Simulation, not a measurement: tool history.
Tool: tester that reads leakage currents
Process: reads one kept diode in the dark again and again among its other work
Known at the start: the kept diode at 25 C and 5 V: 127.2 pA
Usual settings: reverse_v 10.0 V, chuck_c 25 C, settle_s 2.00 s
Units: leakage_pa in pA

Run 1, day 0.000: usual settings. Result: leakage_pa 157.41 pA.
Run 2, day 1.042: usual settings. Result: leakage_pa 157.71 pA.
Run 3, day 2.021: usual settings. Result: leakage_pa 156.90 pA.
Run 4, day 2.942: usual settings. Result: leakage_pa 157.29 pA.
Run 5, day 4.383: usual settings. Result: leakage_pa 157.21 pA.
Run 6, day 5.833: usual settings. Result: leakage_pa 158.25 pA.
Run 7, day 7.229: usual settings. Result: leakage_pa 156.74 pA.
Run 8, day 8.712: usual settings. Result: leakage_pa 157.16 pA.
Run 9, day 10.396: usual settings. Result: leakage_pa 157.08 pA.
Run 10, day 12.275: usual settings but settle_s 3.29 s. Result: leakage_pa 156.58 pA.
Run 11, day 13.862: usual settings but chuck_c 54 C. Result: leakage_pa 1590.81 pA.
Run 12, day 15.333: usual settings. Result: leakage_pa 156.64 pA.
Run 13, day 17.171: usual settings. Result: leakage_pa 156.11 pA.

Run 14 comes next. What will it give?
Run 14, day 18.675: usual settings but reverse_v 1.4 V. Result: leakage_pa ?.

{"run 14": {"leakage_pa": 84.97}}
Without the tool's hidden state the same run would have given leakage_pa 86.76 pA.
